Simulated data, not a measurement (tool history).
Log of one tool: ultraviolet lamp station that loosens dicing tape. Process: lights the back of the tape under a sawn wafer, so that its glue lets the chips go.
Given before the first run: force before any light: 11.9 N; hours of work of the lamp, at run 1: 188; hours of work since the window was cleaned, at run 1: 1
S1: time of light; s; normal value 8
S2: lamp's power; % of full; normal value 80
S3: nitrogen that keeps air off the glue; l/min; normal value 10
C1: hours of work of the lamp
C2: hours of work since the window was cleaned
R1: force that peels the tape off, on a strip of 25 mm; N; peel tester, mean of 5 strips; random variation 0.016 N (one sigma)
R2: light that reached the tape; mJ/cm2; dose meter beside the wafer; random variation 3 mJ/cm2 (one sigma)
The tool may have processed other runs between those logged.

Run 1, hour 0: usual settings; C1 188; C2 1. Result: R1 0.886 N, R2 419 mJ/cm2.
Run 2, hour 5.6: usual settings; C1 191; C2 4. Result: R1 0.843 N, R2 417 mJ/cm2.
Run 3, hour 11.8: usual settings; C1 194; C2 7. Result: R1 0.889 N, R2 416 mJ/cm2.
Run 4, hour 17.2: usual settings; C1 197; C2 10. Result: R1 0.873 N, R2 418 mJ/cm2.
Run 5, hour 24.5: usual settings; C1 201; C2 14. Result: R1 0.902 N, R2 417 mJ/cm2.
Run 6, hour 31.1: usual settings; C1 204; C2 18. Result: R1 0.876 N, R2 412 mJ/cm2.
Run 7, hour 40.1: usual settings; C1 209; C2 22. Result: R1 0.877 N, R2 412 mJ/cm2.
Run 8, hour 48.9: usual settings; C1 214; C2 27. Result: R1 0.886 N, R2 407 mJ/cm2.
Run 9, hour 59.2: usual settings but S1 5 s, S2 95 % of full, S3 13 l/min; C1 219; C2 33. Result: R1 1.442 N, R2 305 mJ/cm2.
Run 10, hour 66.9: usual settings but S1 5 s, S2 97 % of full, S3 13 l/min; C1 224; C2 37. Result: R1 1.403 N, R2 307 mJ/cm2.
Run 11, hour 72.1: usual settings but S1 5 s, S2 97 % of full, S3 13 l/min; C1 226; C2 39. Result: R1 1.421 N, R2 312 mJ/cm2.
Run 12, hour 79.6: usual settings but S1 5 s, S2 97 % of full, S3 13 l/min; C1 230; C2 43. Result: R1 1.461 N, R2 312 mJ/cm2.
Run 13, hour 87.9: usual settings but S1 6 s, S2 77 % of full, S3 3 l/min; C1 235; C2 48. Result: R1 3.066 N, R2 291 mJ/cm2.
Run 14, hour 96.8: usual settings but S1 6 s, S2 77 % of full, S3 3 l/min; C1 240; C2 53. Result: R1 3.009 N, R2 298 mJ/cm2.
Run 15, hour 102.5: usual settings but S1 13 s, S2 83 % of full, S3 5 l/min; C1 243; C2 56. Result: R1 0.447 N, R2 684 mJ/cm2.
Run 16, hour 109.8: usual settings but S1 11 s, S2 74 % of full, S3 9 l/min; C1 246; C2 60. Result: R1 0.563 N, R2 511 mJ/cm2.

For some of the steps in R1 from one run to the next: how much would appear even if the tool had no hidden state, given the settings, what came in and random variation, and how much remains for the hidden state plus any gauge scatter that the measured result and the result without hidden state don't share?
Hidden state at play: lamp's light, % of a new lamp's; light that the window lets through, % of a clean one's; drift of the gauge itself on peel_n, %; drift of the gauge itself on dose_mj_cm2, %.
Run 14 -> 15: S1 6 -> 13, S2 77 -> 83, S3 3 -> 5. R1 -2.562 N: hidden state -0.213, all else -2.349.
